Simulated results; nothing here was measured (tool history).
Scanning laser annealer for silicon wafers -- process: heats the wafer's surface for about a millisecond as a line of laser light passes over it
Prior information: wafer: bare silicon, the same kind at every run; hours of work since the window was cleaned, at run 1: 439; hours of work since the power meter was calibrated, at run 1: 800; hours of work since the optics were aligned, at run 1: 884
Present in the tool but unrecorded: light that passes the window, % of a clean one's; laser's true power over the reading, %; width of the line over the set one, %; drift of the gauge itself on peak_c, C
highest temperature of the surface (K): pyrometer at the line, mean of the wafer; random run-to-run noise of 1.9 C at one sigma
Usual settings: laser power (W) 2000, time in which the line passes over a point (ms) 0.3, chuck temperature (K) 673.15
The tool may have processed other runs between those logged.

run,hour,laser power (W),time in which the line passes over a point (ms),chuck temperature (K),hours of work since the window was cleaned,hours of work since the power meter was calibrated,hours of work since the optics were aligned,highest temperature of the surface (K)
1,0,2000,0.3,673.15,439,800,884,1443.15
2,96.4,2000,0.3,673.15,502,863,946,1441.15
3,185,2000,0.3,673.15,559,920,1004,1438.15
4,233.6,2000,0.3,690.15,590,952,1035,1456.15
# hour 254.4: optics aligned, line set to its width
5,284.4,2000,0.3,690.15,620,981,19,1461.15
6,353.4,2000,0.3,690.15,665,1026,64,1455.15
# hour 383.9: window over the wafer cleaned
7,439.8,2000,0.3,673.15,36,1081,119,1443.15
8,500.5,2000,0.3,673.15,76,1120,158,1443.15
9,542.8,2000,0.3,673.15,103,1147,186,1442.15
10,607.7,2000,0.3,673.15,145,1190,228,1444.15
11,663.4,2082,0.237,673.15,181,1226,264,1393.15
12,754,2082,0.237,673.15,240,1284,322,1393.15
13,835,2082,0.237,673.15,292,1337,375,1391.15
14,877.7,2082,0.237,673.15,320,1364,402,1392.15
15,949.4,2082,0.237,673.15,366,1411,449,1389.15
16,1028.5,2017,0.329,673.15,418,1462,500,1483.15
17,1105.2,1818,0.364,647.15,467,1512,550,1411.15
18,1153.3,1818,0.221,647.15,498,1543,581,1263.15
19,1244.8,2000,0.319,635.15,558,1602,640,1421.15
20,1304.7,2000,0.319,695.15,596,1641,679,1486.15

Alternative continuations, all from the tool just after run 20; predict every row:
A,1365.6,2000,0.3,643.15,636,1681,719,?
B,1365.6,1822,0.319,697.15,636,1681,719,?
C,1365.6,1703,0.377,673.15,636,1681,719,?

run,highest temperature of the surface (K)
A,1412.15
B,1422.15
C,1404.15
Had the tool no hidden state, the same runs would have come out as:
run,highest temperature of the surface (K)
A,1414.15
B,1424.15
C,1406.15

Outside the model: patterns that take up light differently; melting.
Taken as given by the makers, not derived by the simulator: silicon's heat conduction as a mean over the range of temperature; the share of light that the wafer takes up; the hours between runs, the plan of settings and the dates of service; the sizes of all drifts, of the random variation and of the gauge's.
